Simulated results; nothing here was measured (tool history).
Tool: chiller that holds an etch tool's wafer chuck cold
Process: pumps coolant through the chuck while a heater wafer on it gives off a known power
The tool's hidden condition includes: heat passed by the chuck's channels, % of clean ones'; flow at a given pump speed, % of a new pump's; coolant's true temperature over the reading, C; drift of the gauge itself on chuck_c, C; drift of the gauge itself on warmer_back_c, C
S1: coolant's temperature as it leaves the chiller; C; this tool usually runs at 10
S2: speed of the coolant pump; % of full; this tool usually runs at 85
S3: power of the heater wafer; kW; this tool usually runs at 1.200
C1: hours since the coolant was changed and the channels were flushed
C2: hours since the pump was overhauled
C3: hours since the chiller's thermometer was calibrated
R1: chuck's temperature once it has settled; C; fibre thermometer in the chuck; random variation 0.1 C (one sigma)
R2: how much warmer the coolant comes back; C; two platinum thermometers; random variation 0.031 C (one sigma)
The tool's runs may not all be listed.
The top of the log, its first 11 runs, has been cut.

run 12 hour=1155.2 | S1=2 S2=89 S3=0.617 | C1=3415 C2=6167 C3=3073 | R1=6.6 R2=1.32
run 13 hour=1260.6 | S1=2 S2=89 S3=0.617 | C1=3521 C2=6272 C3=3179 | R1=6.4 R2=1.29
-- hour=1282.2 chiller's thermometer calibrated
run 14 hour=1382.9 | S1=2 S2=89 S3=0.617 | C1=3642 C2=6394 C3=101 | R1=6.6 R2=1.37
-- hour=1510.1 coolant pump overhauled
run 15 hour=1536.7 | S1=2 S2=89 S3=0.617 | C1=3791 C2=27 C3=250 | R1=6.6 R2=1.32
run 16 hour=1672.9 | S1=2 S2=89 S3=0.617 | C1=3927 C2=163 C3=386 | R1=6.6 R2=1.33
run 17 hour=1832.1 | S1=5 S2=89 S3=1.542 | C1=4086 C2=322 C3=545 | R1=16.6 R2=3.37
run 18 hour=1931.8 | S1=5 S2=89 S3=1.542 | C1=4186 C2=422 C3=645 | R1=16.7 R2=3.24
run 19 hour=2054.1 | S1=14 S2=80 S3=1.619 | C1=4308 C2=544 C3=767 | R1=27.1 R2=3.92

For run 20, what comes out?
run 20 hour=2128.3 | S1=14 S2=80 S3=0.842 | C1=4382 C2=618 C3=841 | R1=? R2=?

R1: 20.7 C
R2: 2.09 C
If the tool had no hidden condition, the same run with the same run-to-run variation would have returned R1 20.6 C, R2 2.09 C.
